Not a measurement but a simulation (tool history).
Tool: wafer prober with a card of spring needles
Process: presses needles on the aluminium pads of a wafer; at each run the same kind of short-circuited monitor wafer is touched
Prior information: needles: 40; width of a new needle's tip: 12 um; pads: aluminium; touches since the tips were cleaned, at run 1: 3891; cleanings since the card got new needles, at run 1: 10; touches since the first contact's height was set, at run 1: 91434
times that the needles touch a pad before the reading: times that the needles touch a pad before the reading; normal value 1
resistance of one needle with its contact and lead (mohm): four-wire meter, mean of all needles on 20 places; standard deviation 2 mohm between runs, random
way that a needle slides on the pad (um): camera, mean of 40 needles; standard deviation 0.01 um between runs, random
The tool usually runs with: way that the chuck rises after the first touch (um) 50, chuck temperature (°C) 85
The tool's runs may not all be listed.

| run | day | way that the chuck rises after the first touch (um) | chuck temperature (°C) | times that the needles touch a pad before the reading | touches since the tips were cleaned | cleanings since the card got new needles | touches since the first contact's height was set | resistance of one needle with its contact and lead (mohm) | way that a needle slides on the pad (um) |
|---|---|---|---|---|---|---|---|---|---|
| 1 | 0.000 | 50 | 85 | 1 | 3891 | 10 | 91434 | 205 | 6.21 |
| 2 | 0.271 | 50 | 85 | 1 | 6742 | 10 | 94285 | 210 | 6.19 |
|  | 0.350 | tips cleaned on abrasive film |
| 3 | 0.588 | 50 | 85 | 1 | 2469 | 11 | 97543 | 211 | 6.19 |
|  | 1.079 | tips cleaned on abrasive film |
| 4 | 1.096 | 50 | 85 | 1 | 180 | 12 | 102832 | 212 | 6.17 |
| 5 | 1.658 | 43 | 85 | 1 | 6098 | 12 | 108750 | 213 | 5.32 |
|  | 1.792 | tips cleaned on abrasive film |
| 6 | 2.054 | 50 | 85 | 1 | 2783 | 13 | 112875 | 211 | 6.19 |
|  | 2.500 | tips cleaned on abrasive film |
| 7 | 2.629 | 50 | 85 | 1 | 1320 | 14 | 118832 | 208 | 6.19 |
| 8 | 3.071 | 50 | 110 | 1 | 5961 | 14 | 123473 | 218 | 6.18 |
|  | 3.208 | tips cleaned on abrasive film |
| 9 | 3.412 | 38 | 85 | 1 | 2126 | 15 | 127032 | 213 | 4.67 |
| 10 | 3.875 | 38 | 85 | 1 | 6966 | 15 | 131872 | 217 | 4.69 |
|  | 3.954 | tips cleaned on abrasive film |
| 11 | 4.208 | 38 | 85 | 1 | 2691 | 16 | 135340 | 212 | 4.68 |
|  | 4.662 | tips cleaned on abrasive film |
| 12 | 4.800 | 38 | 85 | 1 | 1446 | 17 | 141508 | 217 | 4.68 |
| 13 | 5.129 | 38 | 85 | 1 | 4876 | 17 | 144938 | 216 | 4.67 |
|  | 5.396 | tips cleaned on abrasive film |
| 14 | 5.396 | 50 | 85 | 2 | 0 | 18 | 147696 | 213 | 6.13 |
|  | 5.442 | gauge calibrated |
| 15 | 5.725 | 50 | 41 | 2 | 3483 | 18 | 151179 | 199 | 6.20 |
|  | 6.104 | tips cleaned on abrasive film |
| 16 | 6.225 | 48 | 123 | 1 | 1263 | 19 | 156366 | 217 | 5.96 |

For run 17, what comes out?
|  | 6.604 | height of the first contact set anew |
| 17 | 6.725 | 61 | 85 | 2 | 6396 | 19 | 1266 | ? | ? |

{"run 17": {"resistance of one needle with its contact and lead (mohm)": 212, "way that a needle slides on the pad (um)": 7.55}}
The same run, on a tool lacking any hidden state, would have yielded resistance of one needle with its contact and lead (mohm) 212, way that a needle slides on the pad (um) 7.56.

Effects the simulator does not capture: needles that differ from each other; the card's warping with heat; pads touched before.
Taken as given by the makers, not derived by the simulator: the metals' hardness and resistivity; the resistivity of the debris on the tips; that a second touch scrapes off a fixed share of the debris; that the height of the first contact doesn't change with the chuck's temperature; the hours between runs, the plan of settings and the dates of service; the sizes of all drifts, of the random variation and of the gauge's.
